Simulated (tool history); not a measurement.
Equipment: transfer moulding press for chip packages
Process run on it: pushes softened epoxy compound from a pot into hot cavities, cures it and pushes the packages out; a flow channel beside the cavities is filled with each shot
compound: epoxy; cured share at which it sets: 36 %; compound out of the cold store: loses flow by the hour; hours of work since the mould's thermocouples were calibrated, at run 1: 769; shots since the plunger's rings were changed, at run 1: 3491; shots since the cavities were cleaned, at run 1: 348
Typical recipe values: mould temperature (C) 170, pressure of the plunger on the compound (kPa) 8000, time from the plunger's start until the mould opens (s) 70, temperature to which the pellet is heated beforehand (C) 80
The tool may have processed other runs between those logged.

| run | hour | mould temperature (C) | pressure of the plunger on the compound (kPa) | time from the plunger's start until the mould opens (s) | temperature to which the pellet is heated beforehand (C) | hours of work since the mould's thermocouples were calibrated | shots since the plunger's rings were changed | shots since the cavities were cleaned | incoming compound's hours out of the cold store | length that the compound runs in the flow channel (mm) | greatest force on the pins that push the packages out (N) |
|---|---|---|---|---|---|---|---|---|---|---|---|
| 1 | 0.0 | 170 | 8000 | 70 | 80 | 769 | 3491 | 348 | 37.6 | 726 | 1042 |
| 2 | 31.8 | 170 | 9770 | 70 | 80 | 787 | 3906 | 763 | 44.6 | 783 | 1307 |
|  | 45.5 | cavities cleaned with cleaning compound and waxed |
| 3 | 55.5 | 170 | 9770 | 70 | 80 | 799 | 4196 | 131 | 9.0 | 846 | 903 |
| 4 | 87.6 | 172 | 8000 | 70 | 80 | 816 | 4615 | 550 | 29.3 | 732 | 1003 |
|  | 116.4 | cavities cleaned with cleaning compound and waxed |
| 5 | 118.9 | 170 | 6830 | 70 | 80 | 832 | 5005 | 34 | 34.6 | 668 | 751 |
|  | 133.1 | mould's thermocouples calibrated |
| 6 | 170.4 | 170 | 8000 | 70 | 75 | 20 | 5650 | 679 | 13.7 | 758 | 1496 |
|  | 192.2 | cavities cleaned with cleaning compound and waxed |
| 7 | 212.8 | 167 | 8000 | 70 | 80 | 42 | 6185 | 269 | 44.0 | 711 | 1290 |
|  | 263.4 | cavities cleaned with cleaning compound and waxed |
| 8 | 265.2 | 170 | 9700 | 70 | 80 | 70 | 6849 | 24 | 24.3 | 809 | 804 |
|  | 275.1 | plunger's sealing rings changed |
| 9 | 301.3 | 170 | 9700 | 70 | 80 | 88 | 343 | 463 | 12.1 | 876 | 1259 |
| 10 | 332.9 | 163 | 8000 | 70 | 80 | 105 | 756 | 876 | 12.3 | 812 | 2500 |
|  | 337.7 | cavities cleaned with cleaning compound and waxed |
| 11 | 375.6 | 163 | 8000 | 70 | 80 | 128 | 1294 | 495 | 12.0 | 809 | 2137 |
|  | 411.2 | cavities cleaned with cleaning compound and waxed |
| 12 | 423.1 | 163 | 8000 | 70 | 80 | 153 | 1894 | 155 | 16.4 | 800 | 1539 |
| 13 | 468.7 | 163 | 8670 | 70 | 80 | 177 | 2489 | 750 | 34.0 | 792 | 2275 |
|  | 484.1 | cavities cleaned with cleaning compound and waxed |
| 14 | 494.5 | 163 | 8670 | 70 | 80 | 191 | 2807 | 136 | 45.6 | 770 | 1425 |
| 15 | 534.6 | 175 | 8380 | 72 | 80 | 212 | 3331 | 660 | 30.7 | 753 | 924 |
|  | 555.8 | cavities cleaned with cleaning compound and waxed |
| 16 | 558.7 | 173 | 8190 | 64 | 75 | 225 | 3625 | 38 | 31.1 | 744 | 894 |
| 17 | 608.9 | 170 | 7400 | 86 | 74 | 252 | 4280 | 693 | 15.6 | 736 | 847 |
|  | 628.8 | cavities cleaned with cleaning compound and waxed |
| 18 | 654.0 | 173 | 6050 | 87 | 80 | 276 | 4850 | 330 | 17.1 | 655 | 665 |
| 19 | 690.2 | 174 | 6050 | 54 | 74 | 295 | 5322 | 802 | 47.5 | 603 | 2300 |
|  | 700.5 | cavities cleaned with cleaning compound and waxed |
| 20 | 737.7 | 174 | 6050 | 54 | 74 | 320 | 5923 | 485 | 19.0 | 649 | 2159 |
| 21 | 760.4 | 170 | 8000 | 52 | 80 | 332 | 6219 | 781 | 8.2 | 771 | 3162 |
|  | 771.5 | cavities cleaned with cleaning compound and waxed |
| 22 | 797.3 | 170 | 8000 | 52 | 80 | 352 | 6681 | 336 | 9.3 | 767 | 2419 |
|  | 819.4 | plunger's sealing rings changed |
| 23 | 820.4 | 165 | 8000 | 99 | 71 | 363 | 13 | 606 | 10.4 | 811 | 854 |
|  | 847.2 | cavities cleaned with cleaning compound and waxed |
| 24 | 859.7 | 165 | 8000 | 99 | 71 | 383 | 507 | 164 | 42.0 | 748 | 594 |
| 25 | 883.6 | 165 | 8000 | 99 | 71 | 396 | 818 | 475 | 36.0 | 760 | 779 |
|  | 917.7 | cavities cleaned with cleaning compound and waxed |
| 26 | 917.7 | 165 | 8000 | 99 | 71 | 414 | 1244 | 0 | 29.6 | 769 | 477 |
| 27 | 940.8 | 165 | 8000 | 105 | 85 | 426 | 1545 | 301 | 47.9 | 733 | 624 |

Below, some changes in length that the compound runs in the flow channel (mm) between adjacent runs. For each, the amount present without the hidden state too (settings, incoming material, random variation) and the amount remaining for the hidden state with gauge scatter not shared by both compared results:
Hidden state present: true mould temperature over the reading, C; pressure that reaches the compound, % of what is set; grip of the stained cavities, % over clean ones'; drift of the gauge itself on flow_mm, %; drift of the gauge itself on push_out_n, %.
Run 3 -> 4: mould temperature (C) 170 -> 172, pressure of the plunger on the compound (kPa) 9770 -> 8000. length that the compound runs in the flow channel (mm) -114: hidden state +3, all else -117.
Run 8 -> 9: plunger's sealing rings changed. length that the compound runs in the flow channel (mm) +67: hidden state +42, all else +25.
Run 20 -> 21: mould temperature (C) 174 -> 170, pressure of the plunger on the compound (kPa) 6050 -> 8000, time from the plunger's start until the mould opens (s) 54 -> 52, temperature to which the pellet is heated beforehand (C) 74 -> 80. length that the compound runs in the flow channel (mm) +122: hidden state -8, all else +130.
Run 22 -> 23: mould temperature (C) 170 -> 165, time from the plunger's start until the mould opens (s) 52 -> 99, temperature to which the pellet is heated beforehand (C) 80 -> 71, plunger's sealing rings changed. length that the compound runs in the flow channel (mm) +44: hidden state +36, all else +8.

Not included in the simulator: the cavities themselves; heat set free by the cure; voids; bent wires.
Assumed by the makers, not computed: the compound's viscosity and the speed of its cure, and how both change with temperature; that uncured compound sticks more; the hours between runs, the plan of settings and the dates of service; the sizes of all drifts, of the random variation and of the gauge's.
